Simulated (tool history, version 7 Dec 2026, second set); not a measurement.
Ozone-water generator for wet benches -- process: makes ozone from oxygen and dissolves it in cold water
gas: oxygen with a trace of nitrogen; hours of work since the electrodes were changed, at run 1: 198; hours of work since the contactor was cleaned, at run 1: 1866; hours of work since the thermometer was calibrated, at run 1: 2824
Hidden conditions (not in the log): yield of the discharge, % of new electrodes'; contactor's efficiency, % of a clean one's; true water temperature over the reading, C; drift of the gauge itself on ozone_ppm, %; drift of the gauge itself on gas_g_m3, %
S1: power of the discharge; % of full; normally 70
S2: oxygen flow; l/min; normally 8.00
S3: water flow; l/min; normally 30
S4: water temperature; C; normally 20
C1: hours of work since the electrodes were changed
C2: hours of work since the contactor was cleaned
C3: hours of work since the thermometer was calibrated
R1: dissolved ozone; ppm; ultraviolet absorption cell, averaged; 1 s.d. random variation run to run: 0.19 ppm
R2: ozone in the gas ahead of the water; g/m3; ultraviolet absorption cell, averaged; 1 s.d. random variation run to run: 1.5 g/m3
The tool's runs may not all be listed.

{"run": 1, "hour": 0.0, "S1": 70, "S2": 8.0, "S3": 30, "S4": 20, "C1": 198, "C2": 1866, "C3": 2824, "R1": 27.0, "R2": 272.3}
{"run": 2, "hour": 34.7, "S1": 70, "S2": 8.0, "S3": 30, "S4": 14, "C1": 228, "C2": 1896, "C3": 2854, "R1": 28.9, "R2": 271.8}
{"run": 3, "hour": 54.4, "S1": 70, "S2": 8.0, "S3": 30, "S4": 14, "C1": 245, "C2": 1913, "C3": 2871, "R1": 29.1, "R2": 273.8}
{"run": 4, "hour": 87.7, "S1": 70, "S2": 8.0, "S3": 30, "S4": 14, "C1": 274, "C2": 1942, "C3": 2900, "R1": 28.9, "R2": 273.5}
{"run": 5, "hour": 115.4, "S1": 70, "S2": 8.0, "S3": 30, "S4": 14, "C1": 298, "C2": 1966, "C3": 2924, "R1": 29.4, "R2": 271.7}
{"run": 6, "hour": 148.1, "S1": 70, "S2": 8.0, "S3": 30, "S4": 14, "C1": 327, "C2": 1995, "C3": 2953, "R1": 29.1, "R2": 270.7}
{"run": 7, "hour": 182.1, "S1": 70, "S2": 9.93, "S3": 30, "S4": 20, "C1": 356, "C2": 2024, "C3": 2982, "R1": 26.1, "R2": 236.9}
{"run": 8, "hour": 221.6, "S1": 46, "S2": 9.93, "S3": 30, "S4": 20, "C1": 391, "C2": 2059, "C3": 3017, "R1": 17.9, "R2": 159.5}
{"run": 9, "hour": 261.9, "S1": 46, "S2": 9.93, "S3": 30, "S4": 20, "C1": 426, "C2": 2094, "C3": 3052, "R1": 17.5, "R2": 160.9}
{"run": 10, "hour": 288.5, "S1": 95, "S2": 9.93, "S3": 30, "S4": 14, "C1": 449, "C2": 2117, "C3": 3075, "R1": 38.0, "R2": 314.8}
{"run": 11, "hour": 313.7, "S1": 63, "S2": 4.27, "S3": 22, "S4": 22, "C1": 471, "C2": 2139, "C3": 3097, "R1": 31.1, "R2": 349.8}
{"run": 12, "hour": 340.4, "S1": 70, "S2": 8.0, "S3": 30, "S4": 17, "C1": 494, "C2": 2162, "C3": 3120, "R1": 27.9, "R2": 269.2}

5 options for the next run, each taken on its own from the tool as it stands now. Forecast them:
{"run": "A", "hour": 370.6, "S1": 56, "S2": 8.0, "S3": 30, "S4": 20, "C1": 520, "C2": 2188, "C3": 3146, "R1": "?", "R2": "?"}
{"run": "B", "hour": 370.6, "S1": 70, "S2": 8.0, "S3": 30, "S4": 19, "C1": 520, "C2": 2188, "C3": 3146, "R1": "?", "R2": "?"}
{"run": "C", "hour": 370.6, "S1": 70, "S2": 8.0, "S3": 30, "S4": 22, "C1": 520, "C2": 2188, "C3": 3146, "R1": "?", "R2": "?"}
{"run": "D", "hour": 370.6, "S1": 41, "S2": 8.0, "S3": 30, "S4": 17, "C1": 520, "C2": 2188, "C3": 3146, "R1": "?", "R2": "?"}
{"run": "E", "hour": 370.6, "S1": 71, "S2": 12.25, "S3": 30, "S4": 26, "C1": 520, "C2": 2188, "C3": 3146, "R1": "?", "R2": "?"}

run=A R1=21.8 R2=217.5
run=B R1=27.0 R2=271.6
run=C R1=25.7 R2=270.1
run=D R1=17.0 R2=163.3
run=E R1=22.9 R2=214.3
Without the tool's unlogged condition, the same runs would have read:
run=A R1=22.7 R2=220.3
run=B R1=28.2 R2=275.9
run=C R1=26.8 R2=274.4
run=D R1=17.6 R2=164.6
run=E R1=24.0 R2=217.7
